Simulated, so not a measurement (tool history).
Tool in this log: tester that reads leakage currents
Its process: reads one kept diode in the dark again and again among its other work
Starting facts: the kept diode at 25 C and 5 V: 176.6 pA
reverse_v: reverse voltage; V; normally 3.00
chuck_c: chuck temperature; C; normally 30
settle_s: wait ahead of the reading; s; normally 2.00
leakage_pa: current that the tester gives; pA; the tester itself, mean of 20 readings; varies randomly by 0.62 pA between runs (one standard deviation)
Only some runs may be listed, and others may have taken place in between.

run    hour  reverse_v  chuck_c  settle_s  leakage_pa
  1     0.0       3.00       30      2.00      205.26
  2   142.0       3.00       30      1.64      204.90
      234.0  -- probe card cleaned and baked
  3   272.1       3.00       30      1.64      200.86
      380.7  -- tester calibrated
  4   437.7       3.00       30      3.29      203.14
  5   594.1       3.00       30      3.29      200.54
  6   725.1       3.00       30      3.29      200.27
  7   913.1       3.00       51      2.00      935.61
  8  1041.5       3.00       30      2.00      197.67
  9  1179.4       3.00       30      2.00      196.76
 10  1322.3       3.00       30      2.00      195.79
 11  1460.1       3.00       30      2.00      193.93
     1480.5  -- chuck's temperature calibrated
 12  1618.7       3.00       30      2.00      185.43
 13  1710.7       3.00       30      2.00      183.65
     1850.8  -- chuck's temperature calibrated, once more
 14  1869.8       3.00       30      2.00      208.49
 15  2077.5       3.00       30      2.00      206.10
 16  2164.9       3.00       30      0.77      205.53
 17  2308.7       3.00       30      0.77      204.03
 18  2479.4       3.00       30      0.77      201.28
     2656.1  -- probe card cleaned and baked
 19  2658.1       3.00       30      2.00      196.50
 20  2797.0       3.00       30      2.00      197.34
 21  2942.2       3.00       30      2.00      195.26
 22  3153.1       7.06       30      2.00      290.80
 23  3249.4       2.92       30      0.37      191.13
 24  3436.7       2.92       23      1.22      107.74
     3465.0  -- chuck's temperature calibrated
 25  3538.3       1.30       46      1.22      458.54
 26  3630.7       1.30       46      1.22      455.99
 27  3813.1       3.00       30      0.64      203.87
 28  3986.2       3.00       30      0.72      203.44
 29  4153.1       3.00       56      1.08     1322.45
 30  4252.2      12.77       22      0.87      215.95
 31  4432.5      12.77       22      0.52      214.69
 32  4605.9      12.77       22      0.52      214.51
 33  4722.6      12.77       22      0.52      214.17
 34  4891.6       3.00       59      2.00     1555.40
 35  5046.3       3.00       34      2.00      264.36
     5069.0  -- probe card cleaned and baked
     5090.2  -- chuck's temperature calibrated
 36  5203.5       3.00       39      0.55      406.34
 37  5407.6       9.14       32      0.39      402.79
 38  5542.5       1.37       30      5.44      138.21

For some of the steps in leakage_pa from one run to the next: how much would appear even if the tool had no hidden state, given the settings, what came in and random variation, and how much remains for the hidden state plus any gauge scatter that the measured result and the result without hidden state don't share?
Hidden conditions of the tool in this case: stray current of the dirty probe card, pA a volt; current scale over the true one, %; true chuck temperature over the reading, C; drift of the gauge itself on leakage_pa, %.
Run 28 -> 29: chuck_c 30 -> 56, settle_s 0.72 -> 1.08. leakage_pa +1119.01 pA: hidden state -40.05, all else +1159.06.
Run 29 -> 30: reverse_v 3.00 -> 12.77, chuck_c 56 -> 22, settle_s 1.08 -> 0.87. leakage_pa -1106.50 pA: hidden state +44.60, all else -1151.10.
Run 33 -> 34: reverse_v 12.77 -> 3.00, chuck_c 22 -> 59, settle_s 0.52 -> 2.00. leakage_pa +1341.23 pA: hidden state -99.32, all else +1440.55.
Run 34 -> 35: chuck_c 59 -> 34. leakage_pa -1291.04 pA: hidden state +82.52, all else -1373.56.
